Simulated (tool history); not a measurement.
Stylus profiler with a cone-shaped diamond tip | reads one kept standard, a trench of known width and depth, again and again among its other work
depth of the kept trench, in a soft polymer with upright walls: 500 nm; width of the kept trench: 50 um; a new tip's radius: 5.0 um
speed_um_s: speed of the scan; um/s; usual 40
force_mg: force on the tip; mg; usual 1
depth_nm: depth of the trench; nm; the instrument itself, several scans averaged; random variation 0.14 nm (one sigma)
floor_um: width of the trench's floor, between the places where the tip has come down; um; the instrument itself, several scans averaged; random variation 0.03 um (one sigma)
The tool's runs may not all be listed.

run 1 hour=0 | speed_um_s=40 force_mg=1 | depth_nm=504.3 floor_um=44.42
run 2 hour=28.4 | speed_um_s=107 force_mg=1 | depth_nm=504.17 floor_um=44.17
run 3 hour=54.2 | speed_um_s=107 force_mg=1 | depth_nm=504.15 floor_um=44.08
run 4 hour=89.9 | speed_um_s=107 force_mg=1 | depth_nm=504.37 floor_um=44.07
run 5 hour=123 | speed_um_s=107 force_mg=1 | depth_nm=504.54 floor_um=44
run 6 hour=153.3 | speed_um_s=40 force_mg=1 | depth_nm=504.46 floor_um=44.36
run 7 hour=182.5 | speed_um_s=40 force_mg=1 | depth_nm=504.4 floor_um=44.35
-- hour=185.2 height scale calibrated on a step standard
run 8 hour=217.1 | speed_um_s=34 force_mg=1 | depth_nm=505.55 floor_um=44.35
run 9 hour=234.3 | speed_um_s=34 force_mg=1 | depth_nm=505.33 floor_um=44.35
run 10 hour=271.3 | speed_um_s=34 force_mg=2.44 | depth_nm=507.6 floor_um=44.42
run 11 hour=307.5 | speed_um_s=68 force_mg=2.86 | depth_nm=508.19 floor_um=44.3

Forecast run 12:
run 12 hour=326.5 | speed_um_s=25 force_mg=0.83 | depth_nm=? floor_um=?

{"run 12": {"depth_nm": 505.43, "floor_um": 44.34}}
Without the tool's hidden state the same run would have given depth_nm 502.32 nm, floor_um 45.52 um.
